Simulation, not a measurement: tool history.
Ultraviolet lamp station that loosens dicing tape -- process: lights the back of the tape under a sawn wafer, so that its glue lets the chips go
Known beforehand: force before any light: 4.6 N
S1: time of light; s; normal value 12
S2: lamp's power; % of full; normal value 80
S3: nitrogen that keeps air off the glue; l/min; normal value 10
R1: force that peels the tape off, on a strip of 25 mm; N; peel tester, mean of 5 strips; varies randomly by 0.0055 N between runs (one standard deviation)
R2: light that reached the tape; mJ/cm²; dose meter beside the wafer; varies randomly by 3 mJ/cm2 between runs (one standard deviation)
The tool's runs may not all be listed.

run 1 day=0.000 | S1=12 S2=80 S3=10 | R1=0.149 R2=392
run 2 day=2.225 | S1=12 S2=80 S3=10 | R1=0.161 R2=391
run 3 day=5.238 | S1=12 S2=80 S3=6 | R1=0.275 R2=381
run 4 day=8.371 | S1=12 S2=80 S3=6 | R1=0.282 R2=378
run 5 day=11.075 | S1=12 S2=80 S3=6 | R1=0.311 R2=371
-- day=11.975 window cleaned of glue's vapour
run 6 day=14.558 | S1=12 S2=80 S3=10 | R1=0.206 R2=352
run 7 day=18.133 | S1=12 S2=80 S3=10 | R1=0.211 R2=350
run 8 day=20.546 | S1=12 S2=80 S3=10 | R1=0.225 R2=345
run 9 day=22.304 | S1=12 S2=80 S3=10 | R1=0.220 R2=342
run 10 day=25.538 | S1=12 S2=80 S3=10 | R1=0.238 R2=331
run 11 day=29.129 | S1=6 S2=80 S3=3 | R1=1.818 R2=162
-- day=30.204 window cleaned of glue's vapour, once more
run 12 day=31.588 | S1=6 S2=80 S3=3 | R1=1.598 R2=186
run 13 day=33.212 | S1=7 S2=80 S3=5 | R1=1.014 R2=215
run 14 day=36.188 | S1=7 S2=80 S3=5 | R1=1.045 R2=206
run 15 day=39.238 | S1=22 S2=86 S3=10 | R1=0.053 R2=702

Here are 4 independent what-if runs from the current tool condition. What would each one return?
run A day=41.392 | S1=22 S2=66 S3=3 | R1=? R2=?
run B day=41.392 | S1=24 S2=80 S3=10 | R1=? R2=?
run C day=41.392 | S1=22 S2=86 S3=15 | R1=? R2=?
run D day=41.392 | S1=16 S2=69 S3=9 | R1=? R2=?

run=A R1=0.259 R2=527
run=B R1=0.062 R2=701
run=C R1=0.059 R2=688
run=D R1=0.174 R2=403
Take away the tool's hidden state, keep each run's random variation, and the runs would have read:
run=A R1=0.141 R2=671
run=B R1=0.058 R2=893
run=C R1=0.058 R2=876
run=D R1=0.102 R2=512
